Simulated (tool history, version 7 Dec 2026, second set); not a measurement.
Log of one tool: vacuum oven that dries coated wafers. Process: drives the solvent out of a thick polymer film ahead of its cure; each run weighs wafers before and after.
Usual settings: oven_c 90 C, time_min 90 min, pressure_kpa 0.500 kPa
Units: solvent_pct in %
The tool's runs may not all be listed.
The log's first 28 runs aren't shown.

run	hour	oven_c	time_min	pressure_kpa	hours of work since the thermocouples were calibrated	hours of work since the vacuum gauge was cleaned of residue	solvent_pct
29	338.5	104	57	1.709	254	319	4.77
30	351.9	98	142	0.378	264	329	1.17
31	361.6	98	62	0.500	271	336	5.22
32	376.8	98	62	0.500	282	347	5.24
33	385.1	103	110	0.372	288	353	1.32
34	392.1	103	110	0.372	294	358	1.34
35	407.2	90	48	0.500	305	370	8.93
36	417.6	104	90	0.906	313	377	2.18
37	428.6	104	90	0.906	321	386	2.14
38	438.2	104	90	0.906	328	393	2.15
39	445.0	94	110	0.500	333	398	2.82
40	459.2	105	55	0.633	344	408	4.43
41	465.9	105	55	0.633	348	413	4.38
42	479.7	105	55	0.633	359	424	4.43
43	490.7	86	92	0.500	367	432	5.77
44	506.3	90	127	0.661	379	443	3.02
45	516.8	90	147	0.661	386	451	2.32
46	528.2	77	59	0.960	395	460	11.27

Forecast each of these 5 alternatives for the next run:
A	539.7	87	90	1.353	403	468	?
B	539.7	90	96	0.960	403	468	?
C	539.7	100	59	0.960	403	468	?
D	539.7	77	59	1.718	403	468	?
E	539.7	99	86	1.063	403	468	?

run	solvent_pct
A	6.19
B	4.79
C	5.21
D	11.76
E	3.34
Without the tool's hidden state the same runs would have given:
run	solvent_pct
A	6.18
B	4.78
C	5.20
D	11.75
E	3.33
